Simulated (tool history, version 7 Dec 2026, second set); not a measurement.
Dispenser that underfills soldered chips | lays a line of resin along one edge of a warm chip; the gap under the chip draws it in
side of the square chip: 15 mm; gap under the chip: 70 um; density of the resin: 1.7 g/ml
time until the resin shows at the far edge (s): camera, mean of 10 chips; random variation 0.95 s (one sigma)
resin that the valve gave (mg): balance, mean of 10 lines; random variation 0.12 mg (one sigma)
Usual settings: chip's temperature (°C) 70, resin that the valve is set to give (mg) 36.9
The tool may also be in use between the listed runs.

run,hour,chip's temperature (°C),resin that the valve is set to give (mg),time until the resin shows at the far edge (s),resin that the valve gave (mg)
1,0,70,36.9,158.6,36.71
# hour 1.2: new syringe of resin
2,3.5,70,36.9,105.8,36.77
3,9.3,75,36.9,121.7,36.71
# hour 11: new syringe of resin
4,15.7,70,32.7,132.9,32.35
# hour 20.8: new syringe of resin
5,21.7,70,32.7,102.1,32.43
6,27.5,70,43.3,133.9,42.72
# hour 30.7: new syringe of resin
7,31.6,70,43.3,93.7,42.72
8,34.4,70,43.3,110.6,42.78
9,40,70,36.9,161.7,36.51
# hour 40.8: new syringe of resin
10,45.1,70,36.9,123.8,36.38
# hour 50.5: new syringe of resin
11,50.7,72,36.9,86.9,36.27
12,54.3,83,36.9,68.9,36.05
13,59.3,83,36.9,93.2,36.22
# hour 60.5: new syringe of resin
14,63,83,36.9,64.6,36
15,67.3,70,45,134.1,44.17
# hour 70.4: new syringe of resin
16,72.5,59,44.3,166.3,43.3
17,77.8,72,36.8,137.1,35.99
# hour 80.6: new syringe of resin
18,81.8,72,36.8,92.9,36
19,87.5,72,36.8,131.6,35.95
# hour 90.5: new syringe of resin
20,92.9,72,36.8,97.1,35.71
21,99,57,38.3,262,37.19
# hour 100.5: new syringe of resin
22,104.4,60,38.3,180.3,37.22
23,107.1,77,33.1,107.9,32
# hour 110.5: new syringe of resin
24,111,80,33.1,68.4,31.98
25,115.1,80,33.1,85.7,32.1

Forecast run 26:
26,119.5,56,33.7,?,?

Run 26 gave time until the resin shows at the far edge (s) 304.5, resin that the valve gave (mg) 32.36.
Without the tool's hidden state the same run would have given time until the resin shows at the far edge (s) 168.6, resin that the valve gave (mg) 33.55.

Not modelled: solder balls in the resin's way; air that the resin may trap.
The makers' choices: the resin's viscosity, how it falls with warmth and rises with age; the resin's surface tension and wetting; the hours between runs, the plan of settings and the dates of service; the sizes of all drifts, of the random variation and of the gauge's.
